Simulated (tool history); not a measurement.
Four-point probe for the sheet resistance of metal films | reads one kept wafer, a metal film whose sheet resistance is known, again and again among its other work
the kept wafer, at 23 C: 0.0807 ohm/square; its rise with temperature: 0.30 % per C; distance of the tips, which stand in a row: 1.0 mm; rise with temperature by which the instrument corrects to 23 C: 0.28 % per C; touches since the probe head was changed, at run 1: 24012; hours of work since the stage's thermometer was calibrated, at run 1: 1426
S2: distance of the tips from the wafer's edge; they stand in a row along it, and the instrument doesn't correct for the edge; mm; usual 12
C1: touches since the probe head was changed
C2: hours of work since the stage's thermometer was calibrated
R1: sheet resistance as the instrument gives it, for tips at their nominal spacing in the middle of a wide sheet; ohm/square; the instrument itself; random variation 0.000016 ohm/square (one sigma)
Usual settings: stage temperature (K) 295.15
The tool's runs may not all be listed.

Run 1, hour 0.0: usual settings; C1 24012; C2 1426. Result: R1 0.080951 ohm/square.
Run 2, hour 25.4: usual settings; C1 25086; C2 1438. Result: R1 0.080974 ohm/square.
Run 3, hour 53.5: usual settings but stage temperature (K) 306.15; C1 26275; C2 1451. Result: R1 0.081147 ohm/square.
Run 4, hour 74.6: usual settings but stage temperature (K) 306.15; C1 27167; C2 1461. Result: R1 0.081133 ohm/square.
Run 5, hour 104.9: usual settings but stage temperature (K) 306.15; C1 28448; C2 1475. Result: R1 0.081129 ohm/square.
Run 6, hour 136.0: usual settings but stage temperature (K) 306.15; C1 29763; C2 1490. Result: R1 0.081170 ohm/square.
Run 7, hour 170.8: usual settings but S2 50 mm; C1 31236; C2 1506. Result: R1 0.080703 ohm/square.
Run 8, hour 218.1: usual settings but S2 50 mm; C1 33239; C2 1529. Result: R1 0.080686 ohm/square.
Run 9, hour 268.9: usual settings but S2 48 mm; C1 35386; C2 1553. Result: R1 0.080717 ohm/square.
Run 10, hour 313.3: usual settings but S2 4 mm; C1 37265; C2 1574. Result: R1 0.083311 ohm/square.
Run 11, hour 335.7: usual settings; C1 38213; C2 1584. Result: R1 0.080985 ohm/square.
Run 12, hour 384.9: usual settings but S2 25 mm; C1 40292; C2 1607. Result: R1 0.080749 ohm/square.
At hour 389.5: stage's thermometer calibrated.
Run 13, hour 429.9: usual settings but S2 25 mm; C1 42178; C2 19. Result: R1 0.080734 ohm/square.
Run 14, hour 465.8: usual settings; C1 43695; C2 36. Result: R1 0.080965 ohm/square.
Run 15, hour 497.2: usual settings; C1 45024; C2 51. Result: R1 0.080996 ohm/square.
Run 16, hour 531.6: usual settings; C1 46479; C2 67. Result: R1 0.080963 ohm/square.
Run 17, hour 577.0: usual settings; C1 48398; C2 88. Result: R1 0.080997 ohm/square.
Run 18, hour 603.0: usual settings; C1 49500; C2 101. Result: R1 0.080962 ohm/square.
Run 19, hour 652.1: usual settings but S2 10 mm; C1 51576; C2 124. Result: R1 0.081137 ohm/square.
Run 20, hour 680.6: usual settings but S2 10 mm; C1 52782; C2 137. Result: R1 0.081131 ohm/square.
Run 21, hour 730.8: usual settings but S2 10 mm; C1 54903; C2 161. Result: R1 0.081135 ohm/square.
Run 22, hour 757.7: usual settings but stage temperature (K) 296.15; C1 56042; C2 174. Result: R1 0.080973 ohm/square.
Run 23, hour 788.7: usual settings but stage temperature (K) 296.15; C1 57354; C2 188. Result: R1 0.081010 ohm/square.
Run 24, hour 812.1: usual settings but stage temperature (K) 296.15; C1 58345; C2 199. Result: R1 0.081005 ohm/square.
Run 25, hour 857.6: usual settings but stage temperature (K) 293.15; C1 60270; C2 221. Result: R1 0.080973 ohm/square.
Run 26, hour 902.0: usual settings but stage temperature (K) 293.15; C1 62147; C2 242. Result: R1 0.080946 ohm/square.
Run 27, hour 941.0: usual settings but stage temperature (K) 293.15; C1 63797; C2 260. Result: R1 0.080960 ohm/square.
Run 28, hour 976.4: usual settings but stage temperature (K) 305.15, S2 45 mm; C1 65292; C2 277. Result: R1 0.080838 ohm/square.
Run 29, hour 999.7: usual settings but stage temperature (K) 303.15, S2 20 mm; C1 66281; C2 288. Result: R1 0.080959 ohm/square.
Run 30, hour 1026.4: usual settings but stage temperature (K) 303.15, S2 20 mm; C1 67409; C2 300. Result: R1 0.080918 ohm/square.
Run 31, hour 1052.1: usual settings but stage temperature (K) 297.15, S2 20 mm; C1 68497; C2 312. Result: R1 0.080846 ohm/square.
Run 32, hour 1098.8: usual settings but stage temperature (K) 297.15, S2 20 mm; C1 70474; C2 334. Result: R1 0.080839 ohm/square.
Run 33, hour 1141.6: usual settings but stage temperature (K) 297.15, S2 20 mm; C1 72281; C2 355. Result: R1 0.080834 ohm/square.
Run 34, hour 1167.0: usual settings but S2 30 mm; C1 73357; C2 367. Result: R1 0.080744 ohm/square.
Run 35, hour 1208.2: usual settings but stage temperature (K) 306.15, S2 16 mm; C1 75101; C2 386. Result: R1 0.081004 ohm/square.
Run 36, hour 1253.7: usual settings but stage temperature (K) 291.15, S2 3 mm; C1 77026; C2 407. Result: R1 0.085172 ohm/square.
Run 37, hour 1278.9: usual settings but stage temperature (K) 291.15, S2 16 mm; C1 78089; C2 419. Result: R1 0.080793 ohm/square.
Run 38, hour 1317.6: usual settings but S2 4 mm; C1 79726; C2 438. Result: R1 0.083330 ohm/square.
Run 39, hour 1361.3: usual settings but stage temperature (K) 307.15, S2 5 mm; C1 81576; C2 458. Result: R1 0.082508 ohm/square.
Run 40, hour 1389.3: usual settings but stage temperature (K) 307.15, S2 5 mm; C1 82759; C2 471. Result: R1 0.082551 ohm/square.
Run 41, hour 1412.6: usual settings but S2 4 mm; C1 83747; C2 482. Result: R1 0.083309 ohm/square.
Run 42, hour 1446.4: usual settings but stage temperature (K) 293.15, S2 5 mm; C1 85176; C2 498. Result: R1 0.082346 ohm/square.
Run 43, hour 1491.2: usual settings but stage temperature (K) 298.15; C1 87069; C2 519. Result: R1 0.081058 ohm/square.
Run 44, hour 1522.7: usual settings but stage temperature (K) 298.15; C1 88402; C2 534. Result: R1 0.081004 ohm/square.

Hidden state at the last listed run before each entry between runs and at the first one after, where it differs:
Between runs 12 and 13: stage's thermometer calibrated (hour 389.5)
  no hidden state differs between the two runs

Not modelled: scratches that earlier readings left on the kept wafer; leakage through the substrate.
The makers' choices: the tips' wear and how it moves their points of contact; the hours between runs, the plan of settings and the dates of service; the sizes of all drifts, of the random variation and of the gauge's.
